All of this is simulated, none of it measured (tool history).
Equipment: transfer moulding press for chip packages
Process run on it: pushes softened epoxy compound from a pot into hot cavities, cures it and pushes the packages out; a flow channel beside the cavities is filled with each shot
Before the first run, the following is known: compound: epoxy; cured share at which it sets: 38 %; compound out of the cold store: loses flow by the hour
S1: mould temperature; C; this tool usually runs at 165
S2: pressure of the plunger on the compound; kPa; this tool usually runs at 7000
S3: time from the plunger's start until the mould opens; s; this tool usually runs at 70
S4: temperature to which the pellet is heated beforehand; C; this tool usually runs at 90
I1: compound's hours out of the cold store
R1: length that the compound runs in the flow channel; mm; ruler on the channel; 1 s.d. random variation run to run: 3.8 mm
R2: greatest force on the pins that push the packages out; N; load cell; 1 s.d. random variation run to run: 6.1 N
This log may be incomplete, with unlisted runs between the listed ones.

run,hour,S1,S2,S3,S4,I1,R1,R2
1,0,165,7000,70,90,32.3,761,368
2,10,165,7000,70,90,10.6,810,421
3,18.6,165,7000,70,90,8.3,822,434
4,27.9,157,7000,70,90,15.8,835,791
# hour 38.1: cavities cleaned with cleaning compound and waxed
5,38.4,165,6010,70,90,14.2,751,250
6,44.1,165,6010,70,90,16.6,738,277
7,57.3,165,6010,70,90,31,708,339
8,66.2,165,7000,70,90,15.4,800,397
9,73.7,165,7000,70,86,16.8,788,408
10,86.3,165,7000,70,86,14.8,788,458
11,99,165,7000,70,86,27.2,759,462
# hour 102.4: cavities cleaned with cleaning compound and waxed
12,112,165,7000,70,86,23.5,773,307
# hour 123.6: plunger's sealing rings changed
13,124.8,165,7000,70,86,30.6,772,356
14,133.9,165,7000,70,90,11.6,830,399
15,144.6,165,7000,70,90,33.8,762,435
16,156.6,157,7000,104,87,46.5,773,403
17,162.5,157,7000,104,87,15.9,838,434
# hour 169.4: cavities cleaned with cleaning compound and waxed
18,173.4,157,6550,51,85,15.3,811,950
19,179.2,166,7270,96,90,36.8,769,252
20,189.1,161,6660,70,90,18.2,791,458
21,200.2,165,5980,70,87,16,742,404
22,208.9,165,5830,70,90,25.3,704,412
23,221.8,166,5300,90,85,31.9,667,373
24,229.8,166,5300,90,85,28.9,659,418
# hour 233.7: cavities cleaned with cleaning compound and waxed
25,242.7,166,5300,90,85,10.4,699,246
26,250.5,166,5300,90,85,17.5,679,286
27,260.4,165,5850,70,90,15.6,725,388
28,269.5,170,7000,72,90,9.3,782,349

Below are 3 alternative next runs, each starting from the tool's condition after run 28. Predict each:
# hour 273.1: plunger's sealing rings changed
A,282.1,169,5680,72,98,27.5,?,?
# hour 273.1: plunger's sealing rings changed
B,282.1,158,7000,70,81,25.6,?,?
# hour 273.1: plunger's sealing rings changed
C,282.1,170,7000,72,86,22,?,?

run,R1,R2
A,685,389
B,817,761
C,779,393
The same runs, with their run-to-run variation unchanged, on a tool lacking any hidden condition would have given:
run,R1,R2
A,686,209
B,818,386
C,781,214
